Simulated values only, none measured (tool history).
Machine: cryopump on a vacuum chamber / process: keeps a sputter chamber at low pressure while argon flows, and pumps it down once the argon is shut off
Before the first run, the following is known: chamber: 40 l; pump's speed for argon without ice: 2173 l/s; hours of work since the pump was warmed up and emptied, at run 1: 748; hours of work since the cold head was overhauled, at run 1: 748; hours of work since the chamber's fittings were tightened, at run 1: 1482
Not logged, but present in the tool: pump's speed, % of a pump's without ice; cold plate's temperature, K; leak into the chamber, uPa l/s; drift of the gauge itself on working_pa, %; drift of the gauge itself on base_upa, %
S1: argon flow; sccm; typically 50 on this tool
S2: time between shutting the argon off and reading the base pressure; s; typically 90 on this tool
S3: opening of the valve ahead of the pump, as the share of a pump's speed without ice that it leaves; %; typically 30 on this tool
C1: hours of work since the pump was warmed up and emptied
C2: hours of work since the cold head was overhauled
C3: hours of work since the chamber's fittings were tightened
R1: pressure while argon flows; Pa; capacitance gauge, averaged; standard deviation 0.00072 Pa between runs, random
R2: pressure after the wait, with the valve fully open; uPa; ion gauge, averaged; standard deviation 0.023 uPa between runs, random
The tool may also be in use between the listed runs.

run	hour	S1	S2	S3	C1	C2	C3	R1	R2
1	0	50	90	30	748	748	1482	0.1385	1.38
2	93.9	50	90	34	820	820	1554	0.1248	1.45
3	185.4	52	90	34	890	890	1624	0.1326	1.53
4	273.6	31	90	30	958	958	1692	0.0893	1.53
5	332.2	50	68	30	1002	1002	1736	0.1464	1.83
6	382.7	50	68	30	1041	1041	1775	0.1455	1.83
# hour 398: pump warmed up, emptied and cooled again
7	458.2	50	68	30	46	1095	1829	0.1312	1.68
8	522.3	50	68	30	95	1144	1878	0.1322	1.65
9	564.3	50	61	30	127	1176	1910	0.1334	1.72
10	639.2	50	61	30	184	1233	1967	0.1325	1.8
11	713.9	50	61	30	242	1291	2025	0.1334	1.81
12	768.8	50	61	30	284	1333	2067	0.1342	1.83
13	839.7	50	90	30	338	1387	2121	0.1345	1.53
14	910.3	50	90	30	392	1441	2175	0.1357	1.55
15	998.3	59	90	33	459	1508	2242	0.1466	1.66
16	1064.3	97	215	33	510	1559	2293	0.2445	1.18
17	1129.5	25	72	30	559	1608	2342	0.07	1.78
18	1229	50	219	30	636	1685	2419	0.1391	1.37
19	1285.9	50	34	30	679	1728	2462	0.1412	2.86
20	1365.3	50	187	46	740	1789	2523	0.096	1.44
21	1455.2	94	62	33	809	1858	2592	0.2452	2.16
22	1544.3	94	62	33	877	1926	2660	0.2473	2.27
23	1606.6	20	195	15	924	1973	2707	0.1091	1.58
24	1661	59	49	30	966	2015	2749	0.17	2.58
25	1713.1	59	128	21	1006	2055	2789	0.2388	1.83
# hour 1775.6: pump warmed up, emptied and cooled again
26	1783.4	50	41	43	6	2105	2839	0.0932	2.49

Branching from run 26: 3 alternative next runs. What would each branch give?
A	1851.9	38	70	21	58	2157	2891	?	?
B	1851.9	25	41	43	58	2157	2891	?	?
C	1851.9	49	41	55	58	2157	2891	?	?

run	R1	R2
A	0.1435	1.89
B	0.0463	2.46
C	0.0706	2.49
With the hidden condition removed and each run's random variation left untouched, the same runs would have given:
run	R1	R2
A	0.1419	1.01
B	0.0453	1.6
C	0.0686	1.63
